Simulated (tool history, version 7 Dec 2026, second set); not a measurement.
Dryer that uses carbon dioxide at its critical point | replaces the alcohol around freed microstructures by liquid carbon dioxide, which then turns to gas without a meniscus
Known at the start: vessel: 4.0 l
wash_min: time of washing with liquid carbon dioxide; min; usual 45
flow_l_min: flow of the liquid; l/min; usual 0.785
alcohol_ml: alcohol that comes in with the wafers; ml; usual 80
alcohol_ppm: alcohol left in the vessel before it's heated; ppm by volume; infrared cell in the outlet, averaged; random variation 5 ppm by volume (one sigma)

run   hour  wash_min  flow_l_min  alcohol_ml  alcohol_ppm
  1    0.0        45       0.785          80          171
  2   13.9        45       0.785          80          175
  3   37.2        45       0.785          80          177
  4   69.5        45       0.785          80          183
  5  102.5        45       0.785          80          189
  6  124.6        45       0.785          80          193
  7  153.9        45       0.909          80          193
  8  185.6        45       0.909          80          187
  9  208.7        45       0.909          22          194
     230.6  -- inlet filter changed
 10  230.6        45       0.909          22          192
 11  247.4        45       0.909          22          212
     267.0  -- purifier's bed changed
 12  280.5        45       0.909          22           13
 13  305.2        53       0.913          80           12
 14  330.1        43       0.595          35           39
 15  345.5        43       0.595          35           48
 16  365.3        45       0.512          80          132
 17  395.5        45       0.852         117           38
 18  428.2        45       0.852         117           33
 19  453.0        45       0.852         117           32

Forecast each of these 3 alternatives for the next run:
  A  469.5        68       0.785          80            ?
  B  469.5        45       0.785          53            ?
  C  469.5        46       1.300          29            ?

run  alcohol_ppm
  A           25
  B           39
  C           27
Without the tool's hidden state the same runs would have given:
run  alcohol_ppm
  A            0
  B           13
  C            1
